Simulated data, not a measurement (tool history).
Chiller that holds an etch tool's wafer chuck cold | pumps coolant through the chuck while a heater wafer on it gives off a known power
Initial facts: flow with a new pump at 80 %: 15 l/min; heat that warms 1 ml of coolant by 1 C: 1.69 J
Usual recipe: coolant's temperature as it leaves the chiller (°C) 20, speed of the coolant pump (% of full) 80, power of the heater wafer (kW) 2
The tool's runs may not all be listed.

run,hour,coolant's temperature as it leaves the chiller (°C),speed of the coolant pump (% of full),power of the heater wafer (kW),chuck's temperature once it has settled (°C),how much warmer the coolant comes back (C)
1,0,20,80,2,33,4.8
2,158.9,20,80,2,32.7,4.8
3,285.7,20,80,2,32.9,4.8
4,438.1,20,80,2,32.9,4.81
5,584,20,80,2,32.9,4.88
6,689.4,20,80,2,33,4.9
7,795.5,14,80,2,26.9,4.88
8,936.8,14,80,2,26.9,4.93
9,1018.6,18,80,2,30.9,4.9
10,1123.6,18,80,2,31.1,4.87
11,1209.8,20,80,2,32.9,4.91
12,1383.2,20,80,2,32.8,4.92
# hour 1491.9: coolant changed, channels flushed
13,1506.3,20,80,2,32.8,4.96
14,1667.1,20,80,2,32.8,4.94
15,1791.9,20,80,2,32.9,4.97
16,1932.1,20,80,2,32.9,5.01
# hour 1964.8: chiller's thermometer calibrated
17,2068,17,89,1.363,25.2,3.21
18,2221.3,27,89,1.363,35.1,3.25
19,2402.4,14,88,2.355,28.3,5.46
20,2502.2,14,88,2.355,28.2,5.45
21,2626.5,14,88,2.355,28,5.53
22,2744,14,88,2.355,28.3,5.51
# hour 2794.4: gauge calibrated
23,2873.5,14,88,2.355,27.9,5.11
# hour 2891.6: coolant pump overhauled
24,2952.1,13,91,2,24.8,4.19
25,3117.8,23,74,1.958,36.3,5.05
26,3299,20,74,1.414,29.6,3.73
27,3462.4,20,99,1.173,26.5,2.38
28,3550.4,20,99,1.173,26.6,2.33
29,3709.3,20,99,1.173,26.5,2.39
30,3811.7,16,92,2.794,32.3,5.92
31,3957.2,18,97,2,29.2,4.12

Predict each of these 5 candidate next runs independently; none follows another, all start after run 31:
A,4100.3,11,69,2.964,?,?
B,4100.3,20,74,2,?,?
C,4100.3,20,71,2,?,?
D,4100.3,10,65,2.262,?,?
E,4100.3,14,97,1.102,?,?

run,chuck's temperature once it has settled (°C),how much warmer the coolant comes back (C)
A,32.4,8.24
B,33.8,5.32
C,34.2,5.54
D,27.1,6.72
E,20.1,2.35
With the hidden condition removed and each run's random variation left untouched, the same runs would have given:
run,chuck's temperature once it has settled (°C),how much warmer the coolant comes back (C)
A,32.3,8.05
B,33.7,5.14
C,34.2,5.36
D,27.1,6.54
E,20.1,2.17
